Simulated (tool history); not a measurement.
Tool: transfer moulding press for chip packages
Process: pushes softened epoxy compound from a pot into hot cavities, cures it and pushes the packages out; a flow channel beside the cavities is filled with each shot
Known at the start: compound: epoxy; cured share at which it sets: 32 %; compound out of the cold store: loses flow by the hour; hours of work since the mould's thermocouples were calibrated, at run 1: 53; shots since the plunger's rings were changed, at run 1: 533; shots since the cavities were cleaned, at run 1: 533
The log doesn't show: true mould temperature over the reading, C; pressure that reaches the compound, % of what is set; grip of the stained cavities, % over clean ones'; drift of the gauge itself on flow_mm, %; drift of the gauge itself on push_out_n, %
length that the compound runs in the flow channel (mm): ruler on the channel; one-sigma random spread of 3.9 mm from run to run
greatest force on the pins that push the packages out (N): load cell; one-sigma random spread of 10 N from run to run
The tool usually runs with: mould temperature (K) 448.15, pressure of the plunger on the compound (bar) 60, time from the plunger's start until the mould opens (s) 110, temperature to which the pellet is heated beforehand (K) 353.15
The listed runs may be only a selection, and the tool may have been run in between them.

run   hour  mould temperature (K)  pressure of the plunger on the compound (bar)  time from the plunger's start until the mould opens (s)  temperature to which the pellet is heated beforehand (K)  hours of work since the mould's thermocouples were calibrated  shots since the plunger's rings were changed  shots since the cavities were cleaned  incoming compound's hours out of the cold store  length that the compound runs in the flow channel (mm)  greatest force on the pins that push the packages out (N)
  1      0                 448.15                                             60                                                      110                                                    353.15                                                             53                                           533                                    533                                             23.9                                                     546                                                        661
       5.1  -- cavities cleaned with cleaning compound and waxed
  2   10.8                 448.15                                             60                                                      110                                                    353.15                                                             58                                           605                                     44                                             35.8                                                     505                                                        474
  3   29.9                 448.15                                             60                                                      110                                                    353.15                                                             67                                           752                                    191                                             17.5                                                     577                                                        599
  4   41.1                 448.15                                             60                                                      110                                                    353.15                                                             72                                           839                                    278                                               28                                                     539                                                        595
  5   49.7                 448.15                                             60                                                      110                                                    353.15                                                             76                                           905                                    344                                             14.9                                                     579                                                        625
  6   58.4                 448.15                                             60                                                      110                                                    353.15                                                             80                                           972                                    411                                              8.1                                                     620                                                        679
  7   75.4                 448.15                                             60                                                      110                                                    353.15                                                             88                                          1103                                    542                                              8.6                                                     615                                                        695
      78.1  -- cavities cleaned with cleaning compound and waxed
  8   97.7                 448.15                                             60                                                      110                                                    358.15                                                             97                                          1264                                    151                                             27.3                                                     524                                                        557
  9  110.4                 448.15                                           55.5                                                      110                                                    353.15                                                            103                                          1361                                    248                                              9.3                                                     577                                                        586
 10  129.1                 448.15                                             60                                                      110                                                    353.15                                                            112                                          1506                                    393                                             20.6                                                     550                                                        657
 11  143.8                 451.15                                             60                                                      110                                                    353.15                                                            119                                          1619                                    506                                             46.4                                                     458                                                        644
       152  -- cavities cleaned with cleaning compound and waxed
 12  161.4                 448.15                                             60                                                      110                                                    353.15                                                            126                                          1743                                     73                                             31.8                                                     507                                                        520
 13  172.4                 448.15                                             60                                                      110                                                    353.15                                                            131                                          1828                                    158                                             36.3                                                     493                                                        566
 14    181                 448.15                                             60                                                      110                                                    353.15                                                            135                                          1894                                    224                                             19.3                                                     562                                                        611
 15  191.4                 451.15                                           67.2                                                      138                                                    348.15                                                            140                                          1974                                    304                                             37.6                                                     516                                                        581
 16  200.7                 452.15                                           50.1                                                      138                                                    348.15                                                            145                                          2046                                    376                                             20.8                                                     493                                                        598
 17  209.9                 452.15                                           50.1                                                      138                                                    348.15                                                            149                                          2117                                    447                                             40.1                                                     425                                                        627

What will run 18 give?
     225.5  -- cavities cleaned with cleaning compound and waxed
 18   231                 453.15                                           72.5                                                      141                                                    348.15                                                            158                                          2268                                     43                                               25                                                       ?                                                          ?

length that the compound runs in the flow channel (mm): 571
greatest force on the pins that push the packages out (N): 477
Had the tool carried no hidden state, the very same run would have given length that the compound runs in the flow channel (mm) 596, greatest force on the pins that push the packages out (N) 440.
